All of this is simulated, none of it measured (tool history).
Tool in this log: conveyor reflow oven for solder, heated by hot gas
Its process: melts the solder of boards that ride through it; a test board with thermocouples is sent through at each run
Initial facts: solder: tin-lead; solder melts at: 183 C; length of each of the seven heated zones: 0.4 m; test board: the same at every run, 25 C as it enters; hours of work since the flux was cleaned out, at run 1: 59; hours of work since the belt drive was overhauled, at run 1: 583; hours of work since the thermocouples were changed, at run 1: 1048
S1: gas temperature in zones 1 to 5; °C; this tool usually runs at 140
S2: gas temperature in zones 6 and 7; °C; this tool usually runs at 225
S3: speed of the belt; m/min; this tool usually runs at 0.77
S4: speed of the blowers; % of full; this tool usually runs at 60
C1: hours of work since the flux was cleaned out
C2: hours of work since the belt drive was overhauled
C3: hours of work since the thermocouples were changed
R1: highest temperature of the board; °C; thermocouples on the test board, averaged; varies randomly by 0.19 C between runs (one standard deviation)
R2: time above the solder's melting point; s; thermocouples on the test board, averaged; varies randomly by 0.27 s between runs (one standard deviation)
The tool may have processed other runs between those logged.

{"run": 1, "hour": 0.0, "S1": 140, "S2": 225, "S3": 0.77, "S4": 60, "C1": 59, "C2": 583, "C3": 1048, "R1": 199.6, "R2": 29.9}
{"run": 2, "hour": 36.5, "S1": 140, "S2": 225, "S3": 0.77, "S4": 60, "C1": 75, "C2": 599, "C3": 1064, "R1": 199.6, "R2": 29.6}
{"run": 3, "hour": 92.4, "S1": 140, "S2": 225, "S3": 0.77, "S4": 60, "C1": 100, "C2": 624, "C3": 1089, "R1": 199.7, "R2": 30.1}
{"run": 4, "hour": 154.7, "S1": 140, "S2": 225, "S3": 0.77, "S4": 60, "C1": 128, "C2": 652, "C3": 1117, "R1": 199.5, "R2": 29.6}
{"run": 5, "hour": 224.1, "S1": 140, "S2": 225, "S3": 0.77, "S4": 56, "C1": 160, "C2": 684, "C3": 1149, "R1": 197.9, "R2": 27.5}
{"run": 6, "hour": 264.1, "S1": 140, "S2": 225, "S3": 0.77, "S4": 60, "C1": 178, "C2": 702, "C3": 1167, "R1": 199.8, "R2": 30}
{"run": 7, "hour": 331.4, "S1": 140, "S2": 225, "S3": 0.77, "S4": 60, "C1": 208, "C2": 732, "C3": 1197, "R1": 199.6, "R2": 29.3}
{"run": 8, "hour": 364.7, "S1": 140, "S2": 225, "S3": 0.77, "S4": 60, "C1": 223, "C2": 747, "C3": 1212, "R1": 199.5, "R2": 29.6}
{"hour": 393.6, "done": "flux residue cleaned out of gas plates and filters"}
{"run": 9, "hour": 399.9, "S1": 140, "S2": 225, "S3": 0.77, "S4": 60, "C1": 3, "C2": 761, "C3": 1226, "R1": 199.8, "R2": 29.5}
{"hour": 416.1, "done": "thermocouples of zones 6 and 7 changed"}
{"run": 10, "hour": 457.8, "S1": 140, "S2": 225, "S3": 0.77, "S4": 74, "C1": 28, "C2": 786, "C3": 19, "R1": 204.4, "R2": 35.8}
{"run": 11, "hour": 513.9, "S1": 140, "S2": 225, "S3": 0.898, "S4": 74, "C1": 53, "C2": 811, "C3": 44, "R1": 198.6, "R2": 24.7}
{"run": 12, "hour": 552.5, "S1": 140, "S2": 225, "S3": 0.898, "S4": 74, "C1": 71, "C2": 829, "C3": 62, "R1": 199, "R2": 24.7}
{"run": 13, "hour": 589.6, "S1": 140, "S2": 225, "S3": 0.77, "S4": 60, "C1": 88, "C2": 845, "C3": 78, "R1": 199.4, "R2": 29.9}
{"hour": 605.1, "done": "belt drive overhauled, speed set with a stopwatch"}
{"run": 14, "hour": 642.8, "S1": 140, "S2": 234, "S3": 0.77, "S4": 60, "C1": 110, "C2": 17, "C3": 100, "R1": 206.2, "R2": 36.7}
{"run": 15, "hour": 708.3, "S1": 140, "S2": 225, "S3": 0.77, "S4": 60, "C1": 139, "C2": 47, "C3": 130, "R1": 199.8, "R2": 29.6}
{"run": 16, "hour": 739.4, "S1": 140, "S2": 217, "S3": 0.738, "S4": 60, "C1": 153, "C2": 61, "C3": 144, "R1": 195, "R2": 25.7}
{"run": 17, "hour": 780.3, "S1": 140, "S2": 218, "S3": 0.785, "S4": 60, "C1": 172, "C2": 79, "C3": 162, "R1": 193.9, "R2": 21.2}
{"run": 18, "hour": 822.4, "S1": 133, "S2": 216, "S3": 0.845, "S4": 79, "C1": 191, "C2": 98, "C3": 181, "R1": 194, "R2": 19.8}
{"run": 19, "hour": 853.1, "S1": 140, "S2": 230, "S3": 0.799, "S4": 60, "C1": 204, "C2": 112, "C3": 195, "R1": 202.1, "R2": 31.5}
{"run": 20, "hour": 883.4, "S1": 140, "S2": 229, "S3": 0.853, "S4": 60, "C1": 218, "C2": 125, "C3": 209, "R1": 198.4, "R2": 24.5}
{"hour": 922.3, "done": "flux residue cleaned out of gas plates and filters"}
{"run": 21, "hour": 959.4, "S1": 140, "S2": 225, "S3": 0.77, "S4": 54, "C1": 17, "C2": 157, "C3": 241, "R1": 197.3, "R2": 25.6}
{"run": 22, "hour": 998.2, "S1": 140, "S2": 225, "S3": 0.77, "S4": 81, "C1": 34, "C2": 175, "C3": 258, "R1": 206.4, "R2": 38.4}
{"run": 23, "hour": 1063.1, "S1": 140, "S2": 225, "S3": 0.77, "S4": 81, "C1": 63, "C2": 204, "C3": 288, "R1": 206.1, "R2": 38.1}
{"run": 24, "hour": 1119.9, "S1": 142, "S2": 225, "S3": 0.77, "S4": 60, "C1": 89, "C2": 230, "C3": 313, "R1": 200.5, "R2": 31}
{"run": 25, "hour": 1173.9, "S1": 142, "S2": 225, "S3": 0.77, "S4": 60, "C1": 113, "C2": 254, "C3": 338, "R1": 200.5, "R2": 30.8}
{"run": 26, "hour": 1220.4, "S1": 142, "S2": 225, "S3": 0.77, "S4": 60, "C1": 134, "C2": 275, "C3": 359, "R1": 200.5, "R2": 30.8}
{"run": 27, "hour": 1282.9, "S1": 148, "S2": 225, "S3": 0.853, "S4": 60, "C1": 163, "C2": 303, "C3": 387, "R1": 198.2, "R2": 26.3}
{"run": 28, "hour": 1336.5, "S1": 140, "S2": 239, "S3": 0.77, "S4": 62, "C1": 187, "C2": 328, "C3": 411, "R1": 211, "R2": 40.5}
{"run": 29, "hour": 1395.0, "S1": 140, "S2": 239, "S3": 0.77, "S4": 62, "C1": 213, "C2": 354, "C3": 437, "R1": 211.1, "R2": 41.3}

Below are 4 alternative next runs, each starting from the tool's condition after run 29. Predict each:
{"run": "A", "hour": 1431.0, "S1": 126, "S2": 239, "S3": 0.916, "S4": 62, "C1": 229, "C2": 370, "C3": 454, "R1": "?", "R2": "?"}
{"run": "B", "hour": 1431.0, "S1": 140, "S2": 225, "S3": 0.693, "S4": 62, "C1": 229, "C2": 370, "C3": 454, "R1": "?", "R2": "?"}
{"run": "C", "hour": 1431.0, "S1": 138, "S2": 225, "S3": 0.77, "S4": 65, "C1": 229, "C2": 370, "C3": 454, "R1": "?", "R2": "?"}
{"run": "D", "hour": 1431.0, "S1": 140, "S2": 239, "S3": 0.77, "S4": 50, "C1": 229, "C2": 370, "C3": 454, "R1": "?", "R2": "?"}

run=A R1=198.5 R2=20.1
run=B R1=204.3 R2=39.9
run=C R1=200.9 R2=31.1
run=D R1=205.1 R2=34.4
Had the tool no hidden state, the same runs would have come out as:
run=A R1=198.5 R2=20.2
run=B R1=204.4 R2=40
run=C R1=201 R2=31.1
run=D R1=205.1 R2=34.4

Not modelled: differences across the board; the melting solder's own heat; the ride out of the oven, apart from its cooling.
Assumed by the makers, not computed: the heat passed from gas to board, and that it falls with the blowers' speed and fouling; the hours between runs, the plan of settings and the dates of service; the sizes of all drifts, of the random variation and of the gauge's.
